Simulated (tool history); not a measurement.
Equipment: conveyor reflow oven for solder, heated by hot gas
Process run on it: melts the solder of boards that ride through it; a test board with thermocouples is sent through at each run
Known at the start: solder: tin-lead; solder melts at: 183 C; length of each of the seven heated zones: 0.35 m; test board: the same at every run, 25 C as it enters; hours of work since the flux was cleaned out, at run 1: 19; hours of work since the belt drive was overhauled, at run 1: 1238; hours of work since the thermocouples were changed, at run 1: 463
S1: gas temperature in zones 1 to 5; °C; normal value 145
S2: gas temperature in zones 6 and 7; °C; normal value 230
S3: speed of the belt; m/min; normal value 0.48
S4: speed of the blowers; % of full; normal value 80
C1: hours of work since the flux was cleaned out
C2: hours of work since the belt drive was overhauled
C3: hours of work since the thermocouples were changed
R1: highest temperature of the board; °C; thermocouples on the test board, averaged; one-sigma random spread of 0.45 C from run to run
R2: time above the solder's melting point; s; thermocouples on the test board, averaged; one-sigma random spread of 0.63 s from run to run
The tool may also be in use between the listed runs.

run	hour	S1	S2	S3	S4	C1	C2	C3	R1	R2
1	0	145	230	0.48	80	19	1238	463	213.7	66.4
2	79.7	145	230	0.48	87	51	1270	495	214.5	67.4
3	119.3	150	230	0.48	80	67	1286	511	213.5	69
4	166.8	150	230	0.48	80	86	1305	530	214.2	68.8
5	217.2	150	230	0.48	80	107	1325	551	213.9	68.1
6	305.9	150	230	0.48	80	142	1361	586	212.9	69.3
7	398.4	150	230	0.48	84	180	1398	624	213.7	69.8
8	477.4	150	230	0.48	84	211	1430	655	213.7	69.3
9	553.5	145	230	0.545	80	242	1461	686	207.1	50.4
10	641.6	145	230	0.48	53	277	1496	722	204.3	53.3
11	733.9	145	230	0.435	80	315	1533	759	214.1	75.1
12	794.7	145	230	0.435	80	339	1558	783	214.4	73.2
13	859.6	145	230	0.435	80	365	1584	809	213.8	74
# hour 902: thermocouples of zones 6 and 7 changed
14	932.7	145	230	0.435	80	394	1612	12	214.4	75.3
15	973.8	145	230	0.48	65	411	1629	29	207.5	58.6
16	1058.6	145	221	0.48	80	445	1663	63	203.7	54.3
17	1114.4	145	221	0.48	80	467	1686	86	204	54.8
# hour 1144.5: flux residue cleaned out of gas plates and filters
18	1173.8	152	230	0.48	80	12	1708	107	215.4	73.7
19	1266.9	152	219	0.48	80	49	1745	145	206.6	63.3
20	1336.8	150	230	0.531	57	77	1773	173	205.8	52.1
# hour 1369.8: belt drive overhauled, speed set with a stopwatch
21	1422.1	145	230	0.411	60	110	21	206	212.8	74
22	1484.6	145	230	0.411	60	135	46	231	212.4	74.5
23	1577	139	242	0.576	60	173	83	268	207	42
24	1645	139	242	0.576	60	200	111	296	206.8	42.3
25	1736.1	150	242	0.533	60	237	148	332	213.7	57.5
26	1811.5	145	240	0.48	80	267	178	363	219.9	68.9
27	1893.1	145	240	0.395	69	300	211	396	223.3	88.8
28	1962.8	139	242	0.435	79	328	239	424	222.2	78.2
29	2044.9	140	228	0.558	82	361	272	457	202.3	40.8
30	2122.3	149	229	0.562	80	392	303	488	204.5	46.5
31	2219.3	149	229	0.562	80	431	342	527	205.5	45.5

Consider 4 possible next runs. They are alternatives, not a sequence: every one starts from the tool as it was left by run 31. What does each give?
A	2281.4	143	240	0.48	71	456	367	552	?	?
B	2281.4	149	237	0.562	67	456	367	552	?	?
C	2281.4	141	230	0.54	80	456	367	552	?	?
D	2281.4	149	229	0.485	62	456	367	552	?	?

run	R1	R2
A	214.4	63.7
B	205.9	47.3
C	204.2	44.4
D	205.6	53.2
Without the tool's unlogged condition, the same runs would have read:
run	R1	R2
A	219.4	68.6
B	211.1	53.3
C	209.5	51.2
D	209.9	59.4

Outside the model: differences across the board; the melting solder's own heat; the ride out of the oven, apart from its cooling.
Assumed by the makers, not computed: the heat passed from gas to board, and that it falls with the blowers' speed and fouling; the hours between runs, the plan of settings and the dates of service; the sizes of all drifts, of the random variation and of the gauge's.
